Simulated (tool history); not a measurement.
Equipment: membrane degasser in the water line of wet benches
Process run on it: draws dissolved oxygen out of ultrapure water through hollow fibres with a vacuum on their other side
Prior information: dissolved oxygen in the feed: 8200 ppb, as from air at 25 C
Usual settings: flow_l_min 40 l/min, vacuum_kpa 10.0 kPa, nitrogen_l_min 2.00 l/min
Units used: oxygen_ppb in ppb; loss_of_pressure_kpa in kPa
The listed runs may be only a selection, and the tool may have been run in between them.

run	hour	flow_l_min	vacuum_kpa	nitrogen_l_min	oxygen_ppb	loss_of_pressure_kpa
1	0.0	40	10.0	2.00	348.7	26.99
2	95.1	40	10.0	2.00	349.8	26.61
3	187.4	40	10.0	2.00	346.0	26.50
4	309.6	40	10.0	3.34	239.6	26.44
5	419.6	40	10.0	3.34	241.6	26.21
6	480.2	40	10.0	1.10	536.6	26.45
7	608.2	40	10.0	1.10	537.0	26.40
8	664.9	40	10.0	2.10	334.3	26.80
9	791.8	40	10.0	2.10	338.0	26.38
10	858.4	40	18.7	2.00	693.7	26.66
11	986.4	40	18.7	2.00	696.5	26.89
12	1093.9	43	21.3	3.02	636.0	28.42
13	1187.8	43	21.3	3.02	634.5	29.00

For run 14, what comes out?
# hour 1224.8: seals of the vacuum lines changed
14	1292.8	63	13.1	1.03	?	?

oxygen_ppb: 1137.4 ppb
loss_of_pressure_kpa: 42.14 kPa
Were there no unlogged condition in the tool, this run, its random variation unchanged, would have produced oxygen_ppb 1113.8 ppb, loss_of_pressure_kpa 41.04 kPa.
